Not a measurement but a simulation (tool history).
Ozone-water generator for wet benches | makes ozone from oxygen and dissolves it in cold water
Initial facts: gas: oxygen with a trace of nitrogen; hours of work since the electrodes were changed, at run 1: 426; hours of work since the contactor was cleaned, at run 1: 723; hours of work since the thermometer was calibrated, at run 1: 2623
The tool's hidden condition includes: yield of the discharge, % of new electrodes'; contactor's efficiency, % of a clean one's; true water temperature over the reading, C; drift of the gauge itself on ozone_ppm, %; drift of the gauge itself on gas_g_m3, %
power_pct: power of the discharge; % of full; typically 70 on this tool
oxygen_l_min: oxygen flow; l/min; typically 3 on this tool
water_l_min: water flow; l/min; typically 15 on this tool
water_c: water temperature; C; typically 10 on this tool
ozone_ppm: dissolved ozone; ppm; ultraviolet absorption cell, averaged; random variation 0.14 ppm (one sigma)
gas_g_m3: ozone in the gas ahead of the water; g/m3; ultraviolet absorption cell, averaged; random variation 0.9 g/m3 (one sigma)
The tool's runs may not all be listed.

run   hour  power_pct  oxygen_l_min  water_l_min  water_c  hours of work since the electrodes were changed  hours of work since the contactor was cleaned  hours of work since the thermometer was calibrated  ozone_ppm  gas_g_m3
  1      0         70             3           15       10                                              426                                            723                                                2623       14.7     142.6
  2   27.3         70             3           15       10                                              449                                            746                                                2645       14.7     145.6
  3   46.7         70             3           17       10                                              465                                            762                                                2661         13     143.5
  4   84.5         70             3           17       10                                              496                                            793                                                2693         13     145.1
  5  113.5         70             3           15       10                                              520                                            817                                                2717       14.5     144.4
  6  138.8         44             3           15       10                                              541                                            838                                                2738        9.9      98.4
  7  160.5         44             3           15       10                                              559                                            856                                                2756       10.1      99.1
  8  195.9         44          3.06           15       10                                              589                                            886                                                2785        9.9      98.3
  9  215.4         82          3.06           10        9                                              605                                            902                                                2801       23.7     159.9
 10  243.4         82          3.06           10        9                                              628                                            925                                                2824         24     161.4
 11  270.1         88          4.31           18        6                                              650                                            947                                                2847         16     140.6
 12    293         70             3           12        7                                              669                                            966                                                2866       18.1       142

Estimate the outcome of run 13 from the log above:
 13  320.1         70             3           23       10                                              692                                            989                                                2888          ?         ?

Run 13 gave ozone_ppm 9.3 ppm, gas_g_m3 143.7 g/m3.
Minus the tool's unlogged condition, the same run would have read ozone_ppm 9.8 ppm, gas_g_m3 148.5 g/m3.

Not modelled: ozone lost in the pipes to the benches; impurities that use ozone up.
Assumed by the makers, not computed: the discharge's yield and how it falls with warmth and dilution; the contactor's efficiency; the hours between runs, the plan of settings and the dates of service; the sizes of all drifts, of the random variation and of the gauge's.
